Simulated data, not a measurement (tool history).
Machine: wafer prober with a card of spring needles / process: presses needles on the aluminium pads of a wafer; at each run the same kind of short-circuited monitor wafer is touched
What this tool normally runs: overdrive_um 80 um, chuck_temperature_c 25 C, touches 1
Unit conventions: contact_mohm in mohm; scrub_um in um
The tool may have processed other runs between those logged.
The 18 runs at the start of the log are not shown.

run,hour,overdrive_um,chuck_temperature_c,touches,contact_mohm,scrub_um
# hour 379.4: tips cleaned on abrasive film
19,386.3,60,25,2,143,10.91
# hour 390.9: tips cleaned on abrasive film
# hour 401.8: tips cleaned on abrasive film
# hour 412.4: tips cleaned on abrasive film
20,418.3,60,25,2,144,10.88
# hour 422.6: tips cleaned on abrasive film
# hour 432.1: tips cleaned on abrasive film
21,439.3,60,25,2,145,10.86
# hour 443.2: tips cleaned on abrasive film
# hour 453.5: tips cleaned on abrasive film
22,458.7,60,26,2,142,10.85
# hour 463.2: tips cleaned on abrasive film
# hour 473.9: tips cleaned on abrasive film
# hour 484.0: tips cleaned on abrasive film
23,487.1,62,31,3,132,11.22
# hour 493.7: tips cleaned on abrasive film
# hour 505.1: tips cleaned on abrasive film
24,507.9,80,61,2,136,14.46
# hour 516.0: tips cleaned on abrasive film
# hour 525.7: height of the first contact set anew
# hour 526.4: tips cleaned on abrasive film
25,526.4,97,61,3,129,17.68
# hour 536.8: tips cleaned on abrasive film
26,543.9,66,86,1,158,12.04

Run 27, settings as shown, results not yet in. Your forecast:
# hour 546.3: tips cleaned on abrasive film
# hour 557.8: tips cleaned on abrasive film
# hour 567.5: tips cleaned on abrasive film
27,571.0,66,86,1,?,?

contact_mohm: 151 mohm
scrub_um: 11.96 um
Had the tool carried no hidden state, the very same run would have given contact_mohm 133 mohm, scrub_um 12.00 um.
